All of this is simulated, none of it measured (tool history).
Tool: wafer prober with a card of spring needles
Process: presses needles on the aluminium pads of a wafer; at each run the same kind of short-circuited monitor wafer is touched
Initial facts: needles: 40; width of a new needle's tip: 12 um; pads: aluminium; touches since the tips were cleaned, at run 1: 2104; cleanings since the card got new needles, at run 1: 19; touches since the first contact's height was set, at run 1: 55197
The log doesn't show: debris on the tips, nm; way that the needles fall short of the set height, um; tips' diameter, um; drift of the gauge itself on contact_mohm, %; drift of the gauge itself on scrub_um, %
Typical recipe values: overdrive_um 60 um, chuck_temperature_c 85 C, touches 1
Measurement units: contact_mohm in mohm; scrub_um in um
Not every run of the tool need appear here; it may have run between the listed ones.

| run | hour | overdrive_um | chuck_temperature_c | touches | touches since the tips were cleaned | cleanings since the card got new needles | touches since the first contact's height was set | contact_mohm | scrub_um |
|---|---|---|---|---|---|---|---|---|---|
| 1 | 0 | 60 | 85 | 1 | 2104 | 19 | 55197 | 185 | 10.61 |
|  | 1.3 | tips cleaned on abrasive film |
|  | 8.6 | tips cleaned on abrasive film |
| 2 | 11.5 | 60 | 85 | 1 | 965 | 21 | 58919 | 187 | 10.64 |
|  | 15.9 | tips cleaned on abrasive film |
| 3 | 20 | 60 | 85 | 1 | 1363 | 22 | 61687 | 185 | 10.63 |
|  | 23.4 | tips cleaned on abrasive film |
| 4 | 25.5 | 60 | 85 | 1 | 703 | 23 | 63452 | 187 | 10.62 |
|  | 31 | tips cleaned on abrasive film |
| 5 | 34.8 | 60 | 85 | 1 | 1262 | 24 | 66474 | 187 | 10.65 |
|  | 38.8 | tips cleaned on abrasive film |
| 6 | 45.5 | 60 | 85 | 1 | 2205 | 25 | 69958 | 186 | 10.54 |
|  | 46.6 | tips cleaned on abrasive film |
| 7 | 50.6 | 60 | 85 | 1 | 1334 | 26 | 71613 | 184 | 10.55 |
|  | 54.2 | tips cleaned on abrasive film |
| 8 | 56.7 | 59 | 60 | 3 | 826 | 27 | 73578 | 180 | 10.42 |
|  | 62 | tips cleaned on abrasive film |
| 9 | 67.4 | 59 | 60 | 3 | 1771 | 28 | 77062 | 181 | 10.32 |
|  | 69.8 | tips cleaned on abrasive film |
| 10 | 72.8 | 51 | 98 | 2 | 993 | 29 | 78802 | 190 | 8.99 |
|  | 77.1 | tips cleaned on abrasive film |
| 11 | 84.1 | 51 | 85 | 2 | 2305 | 30 | 82470 | 187 | 9.02 |
|  | 84.7 | tips cleaned on abrasive film |
|  | 92.2 | tips cleaned on abrasive film |
| 12 | 94.4 | 51 | 85 | 2 | 740 | 32 | 85798 | 187 | 8.94 |
|  | 99.9 | tips cleaned on abrasive film |
| 13 | 100.4 | 51 | 99 | 1 | 171 | 33 | 87724 | 190 | 8.99 |

Results per run with the tool's hidden condition removed, run-to-run variation unchanged:
| run | scrub_um |
|---|---|
| 1 | 10.61 |
| 2 | 10.65 |
| 3 | 10.64 |
| 4 | 10.63 |
| 5 | 10.66 |
| 6 | 10.56 |
| 7 | 10.57 |
| 8 | 10.45 |
| 9 | 10.36 |
| 10 | 9.02 |
| 11 | 9.05 |
| 12 | 8.98 |
| 13 | 9.03 |
contact_mohm without the hidden state stays within 1 mohm of what was measured, in all runs.

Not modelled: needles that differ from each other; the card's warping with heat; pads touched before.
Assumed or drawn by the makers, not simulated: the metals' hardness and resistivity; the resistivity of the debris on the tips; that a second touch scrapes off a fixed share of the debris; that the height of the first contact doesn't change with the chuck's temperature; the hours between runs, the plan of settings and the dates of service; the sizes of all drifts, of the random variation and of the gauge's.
